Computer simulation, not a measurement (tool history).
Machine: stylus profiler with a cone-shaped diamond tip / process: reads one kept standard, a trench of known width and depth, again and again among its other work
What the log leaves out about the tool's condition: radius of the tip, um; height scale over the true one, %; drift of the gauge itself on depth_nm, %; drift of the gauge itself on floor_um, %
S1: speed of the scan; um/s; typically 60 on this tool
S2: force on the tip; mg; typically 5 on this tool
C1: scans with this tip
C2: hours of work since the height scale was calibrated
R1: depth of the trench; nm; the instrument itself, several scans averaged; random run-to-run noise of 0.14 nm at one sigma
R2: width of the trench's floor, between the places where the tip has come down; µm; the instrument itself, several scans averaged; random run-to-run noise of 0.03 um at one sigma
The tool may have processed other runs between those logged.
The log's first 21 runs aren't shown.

run	hour	S1	S2	C1	C2	R1	R2
# hour 789.5: height scale calibrated on a step standard
22	810.5	60	5	21246	14	509.64	15.48
23	851	60	5	21597	42	509.36	15.5
24	887	129	3.97	21908	66	508.29	15.18
25	929.9	129	3.97	22280	95	508.55	15.11
26	973.7	129	3.97	22658	125	508.22	15.08
27	994.7	146	1.85	22840	139	505.54	14.64
# hour 1012.2: height scale calibrated on a step standard, once more
28	1041.5	50	1.75	23240	20	504.26	15.26
29	1074.9	91	4.98	23529	43	508.24	15.29
30	1117.6	210	3.11	23899	72	506.04	14.44
31	1155.6	20	5	24228	97	508.24	15.52
32	1186.9	58	1.76	24498	119	504.27	15.19
33	1217.7	58	1.76	24765	140	504.47	15.14
34	1238.4	128	5.03	24944	154	508.35	15
35	1281.5	45	5.37	25317	183	508.82	15.4
36	1313.2	123	2.11	25591	204	505.03	14.69
37	1344.7	172	3.45	25864	226	506.57	14.51
38	1367.1	107	3.7	26058	241	507.22	15.02
39	1405	58	1.69	26385	267	504.53	15.07
40	1433	96	4.92	26628	286	508.49	15.07
41	1456.5	96	3.74	26831	302	507.1	14.96
42	1499.4	72	4.1	27202	331	507.62	15.07
43	1536.7	63	5	27525	356	508.68	15.21
44	1579.7	20	2.35	27897	385	505.29	15.32
45	1629.6	20	2.35	28329	419	505.55	15.2

Consider 5 possible next runs. They are alternatives, not a sequence: every one starts from the tool as it was left by run 45. What does each give?
A	1663.2	40	12.49	28620	442	?	?
B	1663.2	46	2.35	28620	442	?	?
C	1663.2	60	12.12	28620	442	?	?
D	1663.2	60	7.51	28620	442	?	?
E	1663.2	176	2.35	28620	442	?	?

run	R1	R2
A	515.53	15.25
B	505.25	15.08
C	515.38	15.21
D	511.23	15.16
E	505.54	14.24
Without the tool's hidden state the same runs would have given:
run	R1	R2
A	514.88	17.24
B	504.62	17.07
C	514.74	17.2
D	510.59	17.15
E	504.9	16.23
